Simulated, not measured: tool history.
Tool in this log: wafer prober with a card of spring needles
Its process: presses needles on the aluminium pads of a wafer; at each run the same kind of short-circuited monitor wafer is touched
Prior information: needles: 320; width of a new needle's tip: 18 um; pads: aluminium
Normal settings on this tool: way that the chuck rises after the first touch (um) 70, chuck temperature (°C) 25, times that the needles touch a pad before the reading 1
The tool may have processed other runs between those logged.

run	hour	way that the chuck rises after the first touch (um)	chuck temperature (°C)	times that the needles touch a pad before the reading	resistance of one needle with its contact and lead (mohm)	way that a needle slides on the pad (um)
1	0	70	25	1	263	9.34
# hour 16.5: tips cleaned on abrasive film
2	57.4	70	25	1	263	9.35
# hour 62.7: tips cleaned on abrasive film
3	88.6	70	25	1	259	9.36
# hour 107.5: tips cleaned on abrasive film
4	124.5	70	25	1	264	9.36
# hour 150.3: tips cleaned on abrasive film
5	172.4	70	25	1	266	9.39
# hour 195.9: tips cleaned on abrasive film
6	236.4	70	25	1	265	9.36
# hour 241.6: tips cleaned on abrasive film
# hour 287: tips cleaned on abrasive film
7	291.9	59	25	1	263	7.95
# hour 332.4: tips cleaned on abrasive film
8	343.8	59	25	1	267	7.94
# hour 377.4: tips cleaned on abrasive film
9	382.8	70	25	1	263	9.44
# hour 420: tips cleaned on abrasive film
10	437.7	70	25	1	261	9.46
# hour 464.4: tips cleaned on abrasive film
11	474.3	81	25	3	261	10.88
12	500.5	54	42	2	273	7.26
# hour 507.5: tips cleaned on abrasive film
13	546.4	54	42	2	275	7.25
# hour 552.3: tips cleaned on abrasive film
14	577.7	54	42	2	267	7.33
# hour 596: tips cleaned on abrasive film
15	610.7	54	42	2	271	7.33
# hour 642: tips cleaned on abrasive film
16	642.2	54	42	2	270	7.31
17	671.3	70	25	2	261	9.47
# hour 684.8: tips cleaned on abrasive film
18	700.4	59	31	1	266	8.01
# hour 729.1: tips cleaned on abrasive film
19	732	67	117	1	288	9.08
# hour 773.9: tips cleaned on abrasive film
20	777.5	53	48	1	277	7.17

Branching from run 20: 4 alternative next runs. What would each branch give?
# hour 787.7: height of the first contact set anew
# hour 817.6: tips cleaned on abrasive film
A	841.2	53	41	1	?	?
# hour 787.7: height of the first contact set anew
# hour 817.6: tips cleaned on abrasive film
B	841.2	51	35	2	?	?
# hour 787.7: height of the first contact set anew
# hour 817.6: tips cleaned on abrasive film
C	841.2	70	69	1	?	?
# hour 787.7: height of the first contact set anew
# hour 817.6: tips cleaned on abrasive film
D	841.2	79	25	1	?	?

run	resistance of one needle with its contact and lead (mohm)	way that a needle slides on the pad (um)
A	268	7.2
B	271	6.9
C	274	9.49
D	261	10.72
The same runs, with their run-to-run variation unchanged, on a tool lacking any hidden condition would have given:
run	resistance of one needle with its contact and lead (mohm)	way that a needle slides on the pad (um)
A	267	7.06
B	270	6.76
C	273	9.31
D	260	10.51
